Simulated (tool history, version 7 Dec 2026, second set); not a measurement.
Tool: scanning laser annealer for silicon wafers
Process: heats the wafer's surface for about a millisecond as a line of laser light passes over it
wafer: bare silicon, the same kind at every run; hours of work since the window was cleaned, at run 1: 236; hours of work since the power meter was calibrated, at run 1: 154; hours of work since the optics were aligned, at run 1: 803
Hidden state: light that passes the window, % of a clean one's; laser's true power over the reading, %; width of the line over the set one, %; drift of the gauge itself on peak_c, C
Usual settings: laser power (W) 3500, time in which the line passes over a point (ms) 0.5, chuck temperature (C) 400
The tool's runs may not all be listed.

run      day  laser power (W)  time in which the line passes over a point (ms)  chuck temperature (C)  hours of work since the window was cleaned  hours of work since the power meter was calibrated  hours of work since the optics were aligned  highest temperature of the surface (C)
  1        0             3500                                              0.5                    400                                         236                                                 154                                          803                                    1222
  2    2.533             3500                                              0.5                    405                                         266                                                 185                                          833                                    1223
  3    5.938             3500                                            0.357                    400                                         307                                                 225                                          873                                    1072
  4    8.688             3500                                            0.357                    400                                         339                                                 258                                          906                                    1070
  5   12.225             3500                                            0.357                    400                                         381                                                 300                                          948                                    1068
      14.817  -- optics aligned, line set to its width
  6   15.858             3500                                            0.357                    400                                         422                                                 341                                           12                                    1077
  7   19.471             3500                                            0.357                    400                                         465                                                 384                                           55                                    1077
  8    22.05             3506                                            0.357                    400                                         496                                                 415                                           86                                    1075
  9    24.65             3319                                              0.5                    400                                         527                                                 445                                          117                                    1182
 10   27.225             3307                                              0.5                    400                                         558                                                 476                                          148                                    1177
 11   30.058             3307                                            0.546                    400                                         591                                                 510                                          182                                    1215
 12   31.812             3031                                              0.5                    400                                         612                                                 531                                          202                                    1113
 13   34.321             3031                                              0.5                    400                                         642                                                 561                                          232                                    1111
 14   36.908             3500                                              0.5                    436                                         673                                                 591                                          263                                    1248
 15   40.058             3500                                              0.5                    436                                         710                                                 629                                          301                                    1247
 16    41.75             3500                                              0.5                    436                                         731                                                 649                                          321                                    1245
 17   45.017             3500                                              0.5                    400                                         769                                                 688                                          360                                    1210
 18   47.167             3500                                              0.5                    400                                         795                                                 714                                          385                                    1210
 19   48.925             3500                                              0.5                    400                                         816                                                 735                                          406                                    1207
 20   52.938             3500                                              0.5                    400                                         864                                                 782                                          454                                    1205
      53.708  -- window over the wafer cleaned
 21   56.467             3500                                              0.5                    370                                          33                                                 823                                          495                                    1197
 22   59.483             3500                                              0.5                    370                                          69                                                 859                                          531                                    1190
 23   63.096             3432                                              0.5                    429                                         112                                                 902                                          574                                    1234
 24   65.658             3364                                              0.5                    422                                         142                                                 933                                          605                                    1213
 25   67.471             3477                                              0.5                    400                                         164                                                 954                                          626                                    1211
 26   69.467             3477                                             0.47                    400                                         188                                                 978                                          650                                    1185
 27   73.333             3500                                            0.378                    405                                         234                                                1024                                          696                                    1100
 28   75.454             3500                                            0.388                    373                                         259                                                1050                                          721                                    1072
 29    77.95             3585                                            0.492                    390                                         289                                                1079                                          751                                    1214
 30   81.838             3204                                            0.492                    370                                         335                                                1126                                          797                                    1108
 31   85.017             3770                                            0.566                    438                                         373                                                1163                                          835                                    1370
 32   88.333             3500                                              0.5                    376                                         412                                                1203                                          875                                    1183
 33   90.279             3500                                              0.5                    376                                         436                                                1226                                          898                                    1184
 34   92.017             3500                                              0.5                    376                                         456                                                1247                                          918                                    1182
 35     95.8             3500                                             0.46                    400                                         501                                                1292                                          963                                    1166
      97.221  -- optics aligned, line set to its width
 36   98.683             3013                                             0.46                    400                                         533                                                1324                                           17                                    1076
 37    100.8             3500                                              0.5                    370                                         558                                                1349                                           43                                    1183
 38  104.304             3500                                              0.5                    370                                         600                                                1391                                           84                                    1183
 39  108.038             3500                                              0.5                    370                                         645                                                1435                                          129                                    1181
 40  111.404             3500                                              0.5                    370                                         685                                                1475                                          169                                    1180

3 ways to go on from here, each from the tool as it stands after run 40. What would each give?
  A  115.354             2998                                            0.578                    374                                         732                                                1522                                          216                                       ?
  B  115.354             3500                                            0.431                    370                                         732                                                1522                                          216                                       ?
  C  115.354             3198                                            0.565                    400                                         732                                                1522                                          216                                       ?

run  highest temperature of the surface (C)
  A                                    1133
  B                                    1111
  C                                    1196
Without the tool's hidden state the same runs would have given:
run  highest temperature of the surface (C)
  A                                    1163
  B                                    1140
  C                                    1227

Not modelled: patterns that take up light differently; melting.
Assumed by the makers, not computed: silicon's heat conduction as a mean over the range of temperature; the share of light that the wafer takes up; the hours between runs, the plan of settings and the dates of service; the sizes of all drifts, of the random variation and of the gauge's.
